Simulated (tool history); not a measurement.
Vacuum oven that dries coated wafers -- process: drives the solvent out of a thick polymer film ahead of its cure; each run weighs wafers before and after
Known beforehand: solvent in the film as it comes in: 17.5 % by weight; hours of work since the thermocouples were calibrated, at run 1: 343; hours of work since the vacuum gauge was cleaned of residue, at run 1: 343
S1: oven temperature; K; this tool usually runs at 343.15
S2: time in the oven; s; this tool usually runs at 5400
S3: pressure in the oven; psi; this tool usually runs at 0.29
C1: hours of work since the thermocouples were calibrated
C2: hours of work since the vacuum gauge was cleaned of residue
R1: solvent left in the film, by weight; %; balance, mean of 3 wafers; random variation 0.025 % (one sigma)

run,day,S1,S2,S3,C1,C2,R1
1,0,343.15,5400,0.29,343,343,2.2
2,0.7,343.15,5400,0.29,351,351,2.23
3,1.604,343.15,5400,0.29,360,360,2.22
4,2.433,343.15,5400,0.29,369,369,2.21
5,3.146,343.15,5400,0.29,377,377,2.26
6,4,343.15,5400,0.29,386,386,2.32
7,4.954,343.15,5400,0.29,396,396,2.24
# day 5.079: vacuum gauge cleaned of residue and calibrated
8,5.492,355.15,4320,0.389,401,4,0.78
9,6.442,355.15,4320,0.389,411,15,0.76
# day 6.85: vacuum gauge cleaned of residue and calibrated, once more
10,7.104,355.15,5220,0.149,418,3,0.29
11,7.558,344.15,9000,0.499,423,8,1.39
12,8.475,357.15,9000,0.496,433,17,0.64
13,9.383,350.15,3600,0.29,442,27,1.73
14,10.279,350.15,6240,0.777,452,37,1.56

Each row is a separate what-if for the run after 14, all from the same tool condition, not one after another. Results?
A,10.8,340.15,4440,0.87,457,42,?
B,10.8,343.15,5400,0.486,457,42,?
C,10.8,350.15,4080,0.777,457,42,?
D,10.8,353.15,5400,0.29,457,42,?
E,10.8,352.15,6240,0.331,457,42,?

run,R1
A,5.28
B,2.61
C,2.19
D,0.63
E,0.66
Had the tool no hidden state, the same runs would have come out as:
run,R1
A,4.93
B,2.36
C,2
D,0.58
E,0.61

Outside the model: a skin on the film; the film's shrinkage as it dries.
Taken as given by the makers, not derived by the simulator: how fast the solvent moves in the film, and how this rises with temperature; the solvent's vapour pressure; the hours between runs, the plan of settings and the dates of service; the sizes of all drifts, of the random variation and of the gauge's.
